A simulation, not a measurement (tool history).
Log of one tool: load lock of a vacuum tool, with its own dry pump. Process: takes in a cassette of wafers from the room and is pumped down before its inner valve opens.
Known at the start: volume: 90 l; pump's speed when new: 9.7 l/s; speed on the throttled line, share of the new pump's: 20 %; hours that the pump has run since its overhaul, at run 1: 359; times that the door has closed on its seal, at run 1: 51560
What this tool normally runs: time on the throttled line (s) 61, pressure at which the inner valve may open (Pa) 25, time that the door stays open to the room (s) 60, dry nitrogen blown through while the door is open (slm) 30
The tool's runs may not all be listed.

run,hour,time on the throttled line (s),pressure at which the inner valve may open (Pa),time that the door stays open to the room (s),dry nitrogen blown through while the door is open (slm),hours that the pump has run since its overhaul,times that the door has closed on its seal,"incoming humidity of the room's air, %",time from the closed door until the inner valve may open (s),rise of the pressure with all valves shut (Pa/min)
1,0,61,25,60,30,359,51560,43.8,128.3,0.246
2,443.3,61,25,60,30,802,53486,44.3,129.5,0.26
3,885.9,55,25,60,30,1245,55410,48.3,124.7,0.275
4,1217.8,55,25,60,30,1576,56853,44.6,122.8,0.289
5,1855.6,55,25,60,30,2214,59625,43.4,124.4,0.302
6,2258.8,55,25,60,30,2617,61378,43.8,125.3,0.33
7,2743.5,61,25,149,30,3102,63484,42.5,129.9,0.348
8,3263.8,44,24,95,30,3622,65746,41.9,117.7,0.355
9,3916.7,44,24,95,30,4275,68584,46.1,118.4,0.384
10,4463.7,61,25,108,4,4822,70961,45.6,133,0.439
# hour 4766.1: door's seal changed, seat wiped
11,4833.9,61,36,42,4,5191,295,45.5,128.1,0.037
12,5340.7,61,36,42,4,5698,2498,45.5,128.9,0.044
13,5988,61,36,42,4,6345,5311,44.4,129.7,0.045

What differs in the tool's unlogged condition from the final listed run ahead of each entry between runs to the first listed run following it?
Logged between run 10 and run 11: door's seal changed, seat wiped (hour 4766.1)
  pump's speed, % of a new pump's: 92.2 -> 91.8; leak at the door's seal, Pa l/s: 0.5787 -> 0.0025
  difference, measured minus the result without the unlogged condition, time from the closed door until the inner valve may open (s): +5.6 -> +5.6; rise of the pressure with all valves shut (Pa/min): +0.382 -> +0.001

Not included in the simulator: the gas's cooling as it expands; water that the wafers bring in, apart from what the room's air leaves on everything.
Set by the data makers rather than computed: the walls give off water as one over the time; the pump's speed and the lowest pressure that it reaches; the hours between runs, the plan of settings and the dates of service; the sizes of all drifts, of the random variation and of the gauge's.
